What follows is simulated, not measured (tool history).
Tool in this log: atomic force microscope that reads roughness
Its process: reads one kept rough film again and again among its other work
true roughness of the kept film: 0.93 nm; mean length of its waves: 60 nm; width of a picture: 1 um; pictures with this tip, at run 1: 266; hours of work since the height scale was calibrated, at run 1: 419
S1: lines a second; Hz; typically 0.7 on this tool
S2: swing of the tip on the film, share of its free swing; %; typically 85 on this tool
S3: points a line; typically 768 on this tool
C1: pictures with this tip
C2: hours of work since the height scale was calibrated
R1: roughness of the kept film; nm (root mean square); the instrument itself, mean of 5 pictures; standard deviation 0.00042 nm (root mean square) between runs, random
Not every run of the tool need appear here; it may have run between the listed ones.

{"run": 1, "hour": 0.0, "S1": 0.7, "S2": 85, "S3": 768, "C1": 266, "C2": 419, "R1": 0.875}
{"run": 2, "hour": 11.5, "S1": 0.7, "S2": 85, "S3": 768, "C1": 279, "C2": 428, "R1": 0.8753}
{"run": 3, "hour": 21.4, "S1": 0.7, "S2": 85, "S3": 768, "C1": 291, "C2": 436, "R1": 0.874}
{"run": 4, "hour": 32.4, "S1": 0.7, "S2": 85, "S3": 768, "C1": 304, "C2": 444, "R1": 0.8757}
{"run": 5, "hour": 52.1, "S1": 0.7, "S2": 85, "S3": 768, "C1": 328, "C2": 460, "R1": 0.8743}
{"run": 6, "hour": 63.4, "S1": 0.7, "S2": 85, "S3": 768, "C1": 342, "C2": 468, "R1": 0.8744}
{"hour": 66.8, "done": "new tip fitted"}
{"run": 7, "hour": 77.2, "S1": 0.7, "S2": 85, "S3": 768, "C1": 13, "C2": 479, "R1": 0.8755}
{"run": 8, "hour": 88.7, "S1": 0.7, "S2": 85, "S3": 768, "C1": 27, "C2": 488, "R1": 0.8751}
{"run": 9, "hour": 98.0, "S1": 0.7, "S2": 85, "S3": 768, "C1": 38, "C2": 495, "R1": 0.8752}
{"run": 10, "hour": 116.0, "S1": 0.7, "S2": 85, "S3": 768, "C1": 59, "C2": 509, "R1": 0.8753}

Run 11 is up next; what results do you expect?
{"run": 11, "hour": 125.1, "S1": 1.101, "S2": 82, "S3": 798, "C1": 70, "C2": 516, "R1": "?"}

R1: 0.8585 nm (root mean square)
On a tool with no hidden condition, and with the same random variation, this run would have come out at R1 0.8583 nm (root mean square).

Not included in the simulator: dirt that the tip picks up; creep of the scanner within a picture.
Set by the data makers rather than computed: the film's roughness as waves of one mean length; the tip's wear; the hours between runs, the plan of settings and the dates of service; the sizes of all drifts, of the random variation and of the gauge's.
